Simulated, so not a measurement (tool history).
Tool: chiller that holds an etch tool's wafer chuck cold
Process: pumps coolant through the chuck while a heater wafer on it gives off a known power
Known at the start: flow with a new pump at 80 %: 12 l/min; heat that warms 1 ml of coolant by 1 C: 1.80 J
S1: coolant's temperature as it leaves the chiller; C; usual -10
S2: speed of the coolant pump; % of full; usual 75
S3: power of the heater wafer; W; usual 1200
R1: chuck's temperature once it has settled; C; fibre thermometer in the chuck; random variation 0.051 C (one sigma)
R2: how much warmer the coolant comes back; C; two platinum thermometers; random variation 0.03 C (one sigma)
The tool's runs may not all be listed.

| run | hour | S1 | S2 | S3 | R1 | R2 |
|---|---|---|---|---|---|---|
| 1 | 0 | -10 | 75 | 1200 | -2.01 | 3.73 |
| 2 | 41 | -10 | 75 | 1357 | -0.86 | 4.21 |
| 3 | 107 | -10 | 75 | 1357 | -0.76 | 4.1 |
| 4 | 184.4 | -10 | 75 | 1200 | -1.86 | 3.66 |
| 5 | 277.1 | -10 | 75 | 1200 | -1.95 | 3.67 |
| 6 | 335.5 | -10 | 75 | 1200 | -1.92 | 3.66 |
| 7 | 386.4 | -10 | 75 | 1312 | -1.08 | 4.03 |
| 8 | 454.3 | -10 | 75 | 1312 | -1.11 | 4.06 |
| 9 | 522 | -10 | 75 | 1312 | -1.13 | 4.02 |
| 10 | 582.1 | -7 | 75 | 1200 | 1.13 | 3.75 |
| 11 | 622.4 | -7 | 75 | 1200 | 1.1 | 3.73 |
| 12 | 689.1 | -7 | 75 | 1200 | 1.07 | 3.71 |
| 13 | 772.3 | -10 | 75 | 1200 | -1.92 | 3.74 |
| 14 | 857.4 | -10 | 75 | 1200 | -1.83 | 3.77 |
|  | 868.6 | coolant pump overhauled |
| 15 | 946.8 | -10 | 75 | 1200 | -1.69 | 3.83 |
| 16 | 986.6 | -10 | 75 | 1200 | -1.67 | 3.83 |
| 17 | 1026.2 | -15 | 89 | 1070 | -8.54 | 2.81 |
| 18 | 1096.5 | -15 | 89 | 1070 | -8.48 | 2.85 |
| 19 | 1178.1 | -3 | 61 | 928 | 4.47 | 3.72 |
| 20 | 1248.7 | -3 | 61 | 928 | 4.48 | 3.72 |
|  | 1275.3 | coolant pump overhauled, once more |
| 21 | 1323.8 | -19 | 62 | 618 | -14.55 | 2.26 |
| 22 | 1395.7 | -20 | 91 | 805 | -15.5 | 1.98 |
| 23 | 1459.1 | -20 | 91 | 805 | -15.64 | 1.94 |
| 24 | 1552.7 | -20 | 91 | 805 | -15.54 | 1.95 |
| 25 | 1638.6 | -8 | 90 | 1093 | -1.87 | 2.7 |
| 26 | 1694.7 | -1 | 92 | 965 | 4.32 | 2.3 |
| 27 | 1766.6 | -4 | 78 | 679 | 0.09 | 1.95 |
| 28 | 1860.8 | -1 | 84 | 705 | 3 | 1.87 |
| 29 | 1936.7 | -1 | 84 | 648 | 2.71 | 1.65 |
| 30 | 2020.7 | -1 | 84 | 648 | 2.62 | 1.77 |
| 31 | 2112.7 | -14 | 65 | 1200 | -5.24 | 4.25 |
| 32 | 2188.1 | -10 | 100 | 958 | -5.1 | 2.09 |

3 ways to go on from here, each from the tool as it stands after run 32. What would each give?
| A | 2267.1 | -10 | 75 | 740 | ? | ? |
| B | 2267.1 | -11 | 94 | 1482 | ? | ? |
| C | 2267.1 | 0 | 100 | 897 | ? | ? |

| run | R1 | R2 |
|---|---|---|
| A | -5.31 | 2.21 |
| B | -2.74 | 3.49 |
| C | 4.61 | 1.99 |
Without the tool's hidden state the same runs would have given:
| run | R1 | R2 |
|---|---|---|
| A | -5.04 | 2.19 |
| B | -2.66 | 3.46 |
| C | 4.86 | 1.97 |

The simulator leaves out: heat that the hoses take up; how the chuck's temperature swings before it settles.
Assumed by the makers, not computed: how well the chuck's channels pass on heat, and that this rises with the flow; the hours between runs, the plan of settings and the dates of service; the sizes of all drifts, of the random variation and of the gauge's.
